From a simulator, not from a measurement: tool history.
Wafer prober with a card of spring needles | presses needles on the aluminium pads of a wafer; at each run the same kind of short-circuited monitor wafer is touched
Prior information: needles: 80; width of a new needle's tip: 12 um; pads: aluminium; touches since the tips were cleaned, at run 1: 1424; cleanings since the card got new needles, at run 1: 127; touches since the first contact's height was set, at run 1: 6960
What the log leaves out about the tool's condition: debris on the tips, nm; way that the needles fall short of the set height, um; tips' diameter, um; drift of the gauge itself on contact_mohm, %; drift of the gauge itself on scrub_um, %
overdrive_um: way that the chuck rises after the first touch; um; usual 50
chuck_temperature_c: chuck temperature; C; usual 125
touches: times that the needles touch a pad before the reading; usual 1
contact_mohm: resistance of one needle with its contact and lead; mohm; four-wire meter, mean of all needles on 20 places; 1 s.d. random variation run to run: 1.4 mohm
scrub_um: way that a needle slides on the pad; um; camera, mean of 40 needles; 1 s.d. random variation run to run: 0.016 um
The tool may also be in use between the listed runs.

run,day,overdrive_um,chuck_temperature_c,touches,touches since the tips were cleaned,cleanings since the card got new needles,touches since the first contact's height was set,contact_mohm,scrub_um
1,0,50,125,1,1424,127,6960,234,6.79
# day 0.242: tips cleaned on abrasive film
# day 0.629: tips cleaned on abrasive film
# day 1.021: tips cleaned on abrasive film
2,1.1,50,125,1,1119,130,22295,222,6.76
# day 1.417: tips cleaned on abrasive film
# day 1.733: tips cleaned on abrasive film
# day 2.054: tips cleaned on abrasive film
# day 2.371: tips cleaned on abrasive film
3,2.558,50,125,1,2614,134,42577,269,6.65
# day 2.721: tips cleaned on abrasive film
# day 3.038: tips cleaned on abrasive film
# day 3.429: tips cleaned on abrasive film
4,3.638,50,125,1,2945,137,57625,261,6.67
# day 3.792: tips cleaned on abrasive film
# day 4.112: tips cleaned on abrasive film
# day 4.5: tips cleaned on abrasive film
# day 4.896: tips cleaned on abrasive film
5,4.925,50,125,2,371,141,75483,159,6.64
# day 5.171: height of the first contact set anew
# day 5.254: tips cleaned on abrasive film
# day 5.575: tips cleaned on abrasive film
6,5.738,50,125,1,2332,143,7869,260,6.58
# day 5.9: tips cleaned on abrasive film
# day 6.221: tips cleaned on abrasive film
7,6.512,50,125,1,4117,145,18635,302,6.56
# day 6.596: tips cleaned on abrasive film
# day 6.988: tips cleaned on abrasive film
# day 7.304: tips cleaned on abrasive film
8,7.483,50,125,1,2528,148,32158,279,6.54
# day 7.646: tips cleaned on abrasive film
# day 8.038: tips cleaned on abrasive film
# day 8.358: tips cleaned on abrasive film
9,8.408,50,125,1,738,151,45009,212,6.5
# day 8.729: tips cleaned on abrasive film
# day 9.046: tips cleaned on abrasive film
10,9.312,50,125,1,3759,153,57626,301,6.49
# day 9.396: tips cleaned on abrasive film
# day 9.788: tips cleaned on abrasive film
# day 10.104: tips cleaned on abrasive film
# day 10.425: tips cleaned on abrasive film
11,10.538,50,125,1,1567,157,74603,257,6.46
# day 10.775: tips cleaned on abrasive film
# day 10.867: height of the first contact set anew
# day 11.179: tips cleaned on abrasive film
# day 11.554: tips cleaned on abrasive film
12,11.554,50,125,1,0,160,9570,151,6.75
# day 11.954: tips cleaned on abrasive film
# day 12.271: tips cleaned on abrasive film
13,12.571,50,125,1,4200,162,23735,307,6.77
# day 12.65: tips cleaned on abrasive film
# day 12.821: height of the first contact set anew, once more
# day 12.983: tips cleaned on abrasive film
# day 13.3: tips cleaned on abrasive film
14,13.317,50,125,1,220,165,6863,170,6.77
# day 13.638: tips cleaned on abrasive film
# day 13.954: tips cleaned on abrasive film
# day 14.35: tips cleaned on abrasive film
# day 14.671: tips cleaned on abrasive film
# day 15.033: tips cleaned on abrasive film
15,15.033,31,95,2,0,170,30765,168,4.13
# day 15.433: tips cleaned on abrasive film
# day 15.821: tips cleaned on abrasive film
# day 16.217: tips cleaned on abrasive film
# day 16.608: tips cleaned on abrasive film
16,16.642,39,36,1,495,174,53182,225,5.15
# day 16.954: tips cleaned on abrasive film
# day 17.271: tips cleaned on abrasive film
# day 17.667: tips cleaned on abrasive film
# day 17.988: tips cleaned on abrasive film
17,18.092,39,79,2,1483,178,73352,246,5.14
# day 18.329: tips cleaned on abrasive film
# day 18.5: height of the first contact set anew
# day 18.742: tips cleaned on abrasive film
# day 19.092: tips cleaned on abrasive film
18,19.092,39,76,3,0,181,8212,144,5.26
# day 19.412: tips cleaned on abrasive film
# day 19.808: tips cleaned on abrasive film
# day 20.179: tips cleaned on abrasive film
19,20.471,49,125,2,4118,184,27479,250,6.57
# day 20.554: tips cleaned on abrasive film
# day 20.946: tips cleaned on abrasive film
# day 21.267: tips cleaned on abrasive film
# day 21.662: tips cleaned on abrasive film
# day 21.983: tips cleaned on abrasive film
# day 22.483: card fitted with new needles
20,22.679,49,125,2,2760,0,2760,184,6.66
# day 22.842: tips cleaned on abrasive film
# day 23.158: tips cleaned on abrasive film
# day 23.479: tips cleaned on abrasive film
# day 23.875: tips cleaned on abrasive film
# day 24.192: tips cleaned on abrasive film
21,24.212,49,125,2,254,5,24051,146,6.6
# day 24.529: tips cleaned on abrasive film
# day 24.917: tips cleaned on abrasive film
# day 25.238: tips cleaned on abrasive film
22,25.346,45,125,2,1526,8,39845,176,6.03
# day 25.583: tips cleaned on abrasive film
# day 25.975: tips cleaned on abrasive film
# day 26.296: tips cleaned on abrasive film
23,26.304,38,78,2,99,11,53158,144,5.04
# day 26.621: tips cleaned on abrasive film
# day 26.942: tips cleaned on abrasive film
# day 27.258: tips cleaned on abrasive film
# day 27.65: tips cleaned on abrasive film
# day 28.025: tips cleaned on abrasive film
24,28.025,41,26,3,0,16,77097,125,5.39
# day 28.192: height of the first contact set anew
# day 28.354: tips cleaned on abrasive film
# day 28.675: tips cleaned on abrasive film
# day 29.067: tips cleaned on abrasive film
# day 29.421: tips cleaned on abrasive film
25,29.421,41,61,3,0,20,17055,128,5.54
# day 29.817: tips cleaned on abrasive film
# day 30.212: tips cleaned on abrasive film
# day 30.533: tips cleaned on abrasive film
26,30.7,41,61,3,2365,23,34889,174,5.5
# day 30.862: tips cleaned on abrasive film
# day 31.179: tips cleaned on abrasive film
# day 31.571: tips cleaned on abrasive film
27,31.725,41,61,3,2146,26,49151,175,5.46

Predict each of these 3 candidate next runs independently; none follows another, all start after run 27:
# day 31.958: tips cleaned on abrasive film
# day 32.279: tips cleaned on abrasive film
# day 32.675: tips cleaned on abrasive film
# day 32.992: tips cleaned on abrasive film
A,33.121,56,61,2,1795,30,68572,?,?
# day 31.958: tips cleaned on abrasive film
# day 32.279: tips cleaned on abrasive film
# day 32.675: tips cleaned on abrasive film
# day 32.992: tips cleaned on abrasive film
B,33.121,41,61,1,1795,30,68572,?,?
# day 31.958: tips cleaned on abrasive film
# day 32.279: tips cleaned on abrasive film
# day 32.675: tips cleaned on abrasive film
# day 32.992: tips cleaned on abrasive film
C,33.121,50,125,2,1795,30,68572,?,?

run,contact_mohm,scrub_um
A,165,7.43
B,253,5.41
C,177,6.65
Take away the tool's hidden state, keep each run's random variation, and the runs would have read:
run,contact_mohm,scrub_um
A,119,7.58
B,124,5.55
C,127,6.79
